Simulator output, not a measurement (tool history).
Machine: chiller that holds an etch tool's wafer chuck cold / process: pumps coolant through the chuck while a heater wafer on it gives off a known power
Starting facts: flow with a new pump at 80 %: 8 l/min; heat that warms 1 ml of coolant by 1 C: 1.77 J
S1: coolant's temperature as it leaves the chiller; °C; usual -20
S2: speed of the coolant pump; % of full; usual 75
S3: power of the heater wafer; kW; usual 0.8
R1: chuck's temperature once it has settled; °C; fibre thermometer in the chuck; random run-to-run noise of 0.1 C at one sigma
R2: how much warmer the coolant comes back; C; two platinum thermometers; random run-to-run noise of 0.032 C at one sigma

{"run": 1, "hour": 0.0, "S1": -20, "S2": 75, "S3": 0.8, "R1": -9.4, "R2": 3.65}
{"run": 2, "hour": 62.7, "S1": -20, "S2": 75, "S3": 0.754, "R1": -9.9, "R2": 3.42}
{"run": 3, "hour": 165.9, "S1": -20, "S2": 75, "S3": 0.754, "R1": -9.9, "R2": 3.5}
{"run": 4, "hour": 262.7, "S1": -20, "S2": 75, "S3": 0.754, "R1": -9.9, "R2": 3.43}
{"run": 5, "hour": 374.9, "S1": -20, "S2": 75, "S3": 0.754, "R1": -10, "R2": 3.41}
{"run": 6, "hour": 456.6, "S1": -20, "S2": 67, "S3": 0.8, "R1": -8.7, "R2": 4.08}
{"run": 7, "hour": 524.5, "S1": -20, "S2": 67, "S3": 0.8, "R1": -8.6, "R2": 4.09}
{"run": 8, "hour": 576.1, "S1": -13, "S2": 80, "S3": 0.8, "R1": -2.7, "R2": 3.43}
{"run": 9, "hour": 675.0, "S1": -13, "S2": 80, "S3": 0.8, "R1": -2.7, "R2": 3.39}
{"run": 10, "hour": 753.9, "S1": -26, "S2": 71, "S3": 0.8, "R1": -15.1, "R2": 3.89}
{"run": 11, "hour": 823.0, "S1": -27, "S2": 97, "S3": 0.8, "R1": -17.6, "R2": 2.79}
{"run": 12, "hour": 925.6, "S1": -20, "S2": 75, "S3": 0.433, "R1": -14.3, "R2": 1.93}
{"run": 13, "hour": 1025.0, "S1": -29, "S2": 92, "S3": 0.588, "R1": -22, "R2": 2.15}
{"run": 14, "hour": 1145.3, "S1": -29, "S2": 90, "S3": 1.178, "R1": -14.8, "R2": 4.43}

3 options for the next run, each taken on its own from the tool as it stands now. Forecast them:
{"run": "A", "hour": 1245.6, "S1": -12, "S2": 91, "S3": 0.794, "R1": "?", "R2": "?"}
{"run": "B", "hour": 1245.6, "S1": -18, "S2": 90, "S3": 1.178, "R1": "?", "R2": "?"}
{"run": "C", "hour": 1245.6, "S1": -14, "S2": 66, "S3": 1.094, "R1": "?", "R2": "?"}

run=A R1=-2.5 R2=2.93
run=B R1=-3.9 R2=4.33
run=C R1=1.7 R2=5.67
With no hidden state in the tool, these same runs would have given:
run=A R1=-2.5 R2=2.93
run=B R1=-3.9 R2=4.33
run=C R1=1.7 R2=5.67

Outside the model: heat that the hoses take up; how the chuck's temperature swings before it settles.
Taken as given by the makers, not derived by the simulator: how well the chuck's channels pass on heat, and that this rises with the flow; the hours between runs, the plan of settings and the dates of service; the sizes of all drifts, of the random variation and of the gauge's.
